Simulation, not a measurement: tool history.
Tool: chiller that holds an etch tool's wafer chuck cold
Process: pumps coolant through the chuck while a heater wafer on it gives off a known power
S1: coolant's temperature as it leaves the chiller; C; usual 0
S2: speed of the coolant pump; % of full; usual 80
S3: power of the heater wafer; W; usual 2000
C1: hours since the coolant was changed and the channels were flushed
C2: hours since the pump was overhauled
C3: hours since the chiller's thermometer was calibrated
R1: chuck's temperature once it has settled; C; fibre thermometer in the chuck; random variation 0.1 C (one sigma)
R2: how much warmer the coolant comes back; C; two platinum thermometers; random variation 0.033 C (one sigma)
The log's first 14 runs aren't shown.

run    hour  S1  S2    S3    C1    C2    C3    R1    R2
 15     588   0  80  2000  4056  2538  1495  15.2  4.94
 16   623.3   0  80  2485  4091  2574  1530    19  6.12
 17   663.8   0  80  1672  4132  2614  1570    13  4.21
      694.5  -- gauge calibrated
 18     702   0  80  1672  4170  2652  1609    13  3.89
 19   743.5  -2  96  1672  4212  2694  1650   9.6  3.32
 20   779.9  -5  80  1672  4248  2730  1686     8  3.93
 21   819.4   0  80  1092  4288  2770  1726   8.5  2.66
 22   861.7   0  63  2000  4330  2812  1768  17.5  6.06
 23   905.4   0  63  2000  4374  2856  1812  17.4  6.03
 24   929.4   0  63  2000  4398  2880  1836  17.6  6.08
 25   982.5   0  63  2000  4451  2933  1889  17.5  6.08
 26  1040.9  -4  88  1296  4509  2991  1947   5.4  2.91
 27  1067.1  -4  88  1296  4535  3017  1974   5.4  2.91
 28  1099.7   5  82  1296  4568  3050  2006  14.7  3.21
 29  1133.4   0  91  2000  4602  3084  2040  14.4   4.3
 30    1193   9  80  2703  4661  3143  2100  29.7  6.59
 31  1251.7  -6  76  1130  4720  3202  2158   2.8  3.04

5 ways to go on from here, each from the tool as it stands after run 31. What would each give?
  A  1276.1   7  80  1160  4744  3226  2183   ?   ?
  B  1276.1  -8  73  1462  4744  3226  2183   ?   ?
  C  1276.1  -3  94  1874  4744  3226  2183   ?   ?
  D  1276.1  -7  76  1130  4744  3226  2183   ?   ?
  E  1276.1  -6  74  1420  4744  3226  2183   ?   ?

run    R1    R2
  A  16.1  2.94
  B   3.7  3.99
  C  10.1  4.02
  D   1.7  3.01
  E   5.3   3.8
Without the tool's hidden state the same runs would have given:
run    R1    R2
  A  16.1  2.66
  B   3.7  3.71
  C  10.1  3.74
  D   1.7  2.73
  E   5.3  3.52
